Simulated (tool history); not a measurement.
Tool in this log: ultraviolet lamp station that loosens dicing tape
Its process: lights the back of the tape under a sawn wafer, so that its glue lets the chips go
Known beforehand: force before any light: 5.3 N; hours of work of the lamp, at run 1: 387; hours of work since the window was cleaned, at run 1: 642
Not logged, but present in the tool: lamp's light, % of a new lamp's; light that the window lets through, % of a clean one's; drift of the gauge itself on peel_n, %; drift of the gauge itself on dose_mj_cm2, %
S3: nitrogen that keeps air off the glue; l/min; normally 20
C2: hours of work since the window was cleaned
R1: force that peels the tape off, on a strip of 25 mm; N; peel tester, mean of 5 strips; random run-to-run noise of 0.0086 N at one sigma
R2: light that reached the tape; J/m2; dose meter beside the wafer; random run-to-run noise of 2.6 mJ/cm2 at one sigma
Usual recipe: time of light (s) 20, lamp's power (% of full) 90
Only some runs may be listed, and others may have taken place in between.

run 1 hour=0.0 | time_of_light_(s)=20 lamp's_power_(%_of_full)=90 S3=20 | hours_of_work_of_the_lamp=387 C2=642 | R1=0.345 R2=3410
run 2 hour=47.3 | time_of_light_(s)=20 lamp's_power_(%_of_full)=75 S3=20 | hours_of_work_of_the_lamp=415 C2=669 | R1=0.516 R2=2850
-- hour=72.7 window cleaned of glue's vapour
run 3 hour=89.6 | time_of_light_(s)=20 lamp's_power_(%_of_full)=75 S3=20 | hours_of_work_of_the_lamp=439 C2=10 | R1=0.533 R2=2880
run 4 hour=124.1 | time_of_light_(s)=20 lamp's_power_(%_of_full)=90 S3=20 | hours_of_work_of_the_lamp=459 C2=30 | R1=0.348 R2=3460
run 5 hour=146.3 | time_of_light_(s)=20 lamp's_power_(%_of_full)=90 S3=20 | hours_of_work_of_the_lamp=472 C2=43 | R1=0.349 R2=3460
run 6 hour=190.0 | time_of_light_(s)=12 lamp's_power_(%_of_full)=90 S3=20 | hours_of_work_of_the_lamp=497 C2=68 | R1=0.971 R2=2070
run 7 hour=223.7 | time_of_light_(s)=12 lamp's_power_(%_of_full)=90 S3=20 | hours_of_work_of_the_lamp=517 C2=88 | R1=0.975 R2=2070
run 8 hour=273.6 | time_of_light_(s)=17 lamp's_power_(%_of_full)=90 S3=20 | hours_of_work_of_the_lamp=546 C2=117 | R1=0.508 R2=2930
run 9 hour=305.1 | time_of_light_(s)=17 lamp's_power_(%_of_full)=90 S3=20 | hours_of_work_of_the_lamp=564 C2=135 | R1=0.507 R2=2910
run 10 hour=346.3 | time_of_light_(s)=30 lamp's_power_(%_of_full)=90 S3=20 | hours_of_work_of_the_lamp=588 C2=159 | R1=0.134 R2=5160
run 11 hour=390.1 | time_of_light_(s)=30 lamp's_power_(%_of_full)=90 S3=20 | hours_of_work_of_the_lamp=614 C2=185 | R1=0.126 R2=5180
run 12 hour=416.5 | time_of_light_(s)=20 lamp's_power_(%_of_full)=90 S3=20 | hours_of_work_of_the_lamp=629 C2=200 | R1=0.349 R2=3470
run 13 hour=440.7 | time_of_light_(s)=20 lamp's_power_(%_of_full)=90 S3=20 | hours_of_work_of_the_lamp=643 C2=214 | R1=0.350 R2=3460
run 14 hour=493.9 | time_of_light_(s)=20 lamp's_power_(%_of_full)=90 S3=20 | hours_of_work_of_the_lamp=674 C2=245 | R1=0.345 R2=3420
run 15 hour=539.8 | time_of_light_(s)=20 lamp's_power_(%_of_full)=90 S3=20 | hours_of_work_of_the_lamp=701 C2=272 | R1=0.353 R2=3490
run 16 hour=592.9 | time_of_light_(s)=20 lamp's_power_(%_of_full)=90 S3=20 | hours_of_work_of_the_lamp=732 C2=303 | R1=0.355 R2=3450
run 17 hour=633.1 | time_of_light_(s)=20 lamp's_power_(%_of_full)=90 S3=20 | hours_of_work_of_the_lamp=755 C2=326 | R1=0.348 R2=3440
run 18 hour=673.6 | time_of_light_(s)=20 lamp's_power_(%_of_full)=90 S3=16 | hours_of_work_of_the_lamp=779 C2=350 | R1=0.416 R2=3490
run 19 hour=704.3 | time_of_light_(s)=13 lamp's_power_(%_of_full)=90 S3=11 | hours_of_work_of_the_lamp=797 C2=368 | R1=1.192 R2=2240
run 20 hour=757.0 | time_of_light_(s)=18 lamp's_power_(%_of_full)=90 S3=11 | hours_of_work_of_the_lamp=827 C2=398 | R1=0.672 R2=3120
run 21 hour=797.6 | time_of_light_(s)=18 lamp's_power_(%_of_full)=90 S3=11 | hours_of_work_of_the_lamp=851 C2=422 | R1=0.660 R2=3080
run 22 hour=832.1 | time_of_light_(s)=18 lamp's_power_(%_of_full)=90 S3=11 | hours_of_work_of_the_lamp=871 C2=442 | R1=0.661 R2=3090
run 23 hour=883.2 | time_of_light_(s)=16 lamp's_power_(%_of_full)=90 S3=7 | hours_of_work_of_the_lamp=901 C2=472 | R1=1.041 R2=2790
run 24 hour=914.5 | time_of_light_(s)=16 lamp's_power_(%_of_full)=90 S3=7 | hours_of_work_of_the_lamp=919 C2=490 | R1=1.012 R2=2760
run 25 hour=964.4 | time_of_light_(s)=16 lamp's_power_(%_of_full)=90 S3=7 | hours_of_work_of_the_lamp=948 C2=519 | R1=1.083 R2=2750
run 26 hour=997.7 | time_of_light_(s)=23 lamp's_power_(%_of_full)=99 S3=30 | hours_of_work_of_the_lamp=967 C2=538 | R1=0.153 R2=4300
run 27 hour=1022.2 | time_of_light_(s)=11 lamp's_power_(%_of_full)=68 S3=20 | hours_of_work_of_the_lamp=982 C2=553 | R1=1.589 R2=1410
run 28 hour=1075.8 | time_of_light_(s)=11 lamp's_power_(%_of_full)=83 S3=37 | hours_of_work_of_the_lamp=1013 C2=584 | R1=1.048 R2=1710
run 29 hour=1115.4 | time_of_light_(s)=35 lamp's_power_(%_of_full)=90 S3=32 | hours_of_work_of_the_lamp=1036 C2=607 | R1=0.078 R2=6030
run 30 hour=1155.2 | time_of_light_(s)=20 lamp's_power_(%_of_full)=84 S3=20 | hours_of_work_of_the_lamp=1059 C2=630 | R1=0.417 R2=3230
run 31 hour=1183.3 | time_of_light_(s)=23 lamp's_power_(%_of_full)=95 S3=13 | hours_of_work_of_the_lamp=1075 C2=646 | R1=0.306 R2=4100
run 32 hour=1227.5 | time_of_light_(s)=20 lamp's_power_(%_of_full)=73 S3=20 | hours_of_work_of_the_lamp=1101 C2=672 | R1=0.568 R2=2760
-- hour=1249.3 window cleaned of glue's vapour
run 33 hour=1260.7 | time_of_light_(s)=20 lamp's_power_(%_of_full)=73 S3=6 | hours_of_work_of_the_lamp=1120 C2=7 | R1=1.146 R2=2800
run 34 hour=1306.4 | time_of_light_(s)=17 lamp's_power_(%_of_full)=78 S3=6 | hours_of_work_of_the_lamp=1147 C2=33 | R1=1.291 R2=2510
run 35 hour=1358.2 | time_of_light_(s)=12 lamp's_power_(%_of_full)=78 S3=6 | hours_of_work_of_the_lamp=1177 C2=63 | R1=1.934 R2=1750
run 36 hour=1405.2 | time_of_light_(s)=29 lamp's_power_(%_of_full)=81 S3=10 | hours_of_work_of_the_lamp=1204 C2=91 | R1=0.294 R2=4480

A few steps of R2 between consecutive runs. Split each: what settings, incoming material and random variation would produce without the hidden state, and what is left over for the hidden state, along with gauge scatter present in only one of the two compared results (measured, and without hidden state):
Run 11 -> 12: time of light (s) 30 -> 20. R2 -1710 J/m2: hidden state +20, all else -1730.
Run 26 -> 27: time of light (s) 23 -> 11, lamp's power (% of full) 99 -> 68, S3 30 -> 20. R2 -2890 J/m2: hidden state +10, all else -2900.
Run 28 -> 29: time of light (s) 11 -> 35, lamp's power (% of full) 83 -> 90, S3 37 -> 32. R2 +4320 J/m2: hidden state -20, all else +4340.
Run 29 -> 30: time of light (s) 35 -> 20, lamp's power (% of full) 90 -> 84, S3 32 -> 20. R2 -2800 J/m2: hidden state +20, all else -2820.
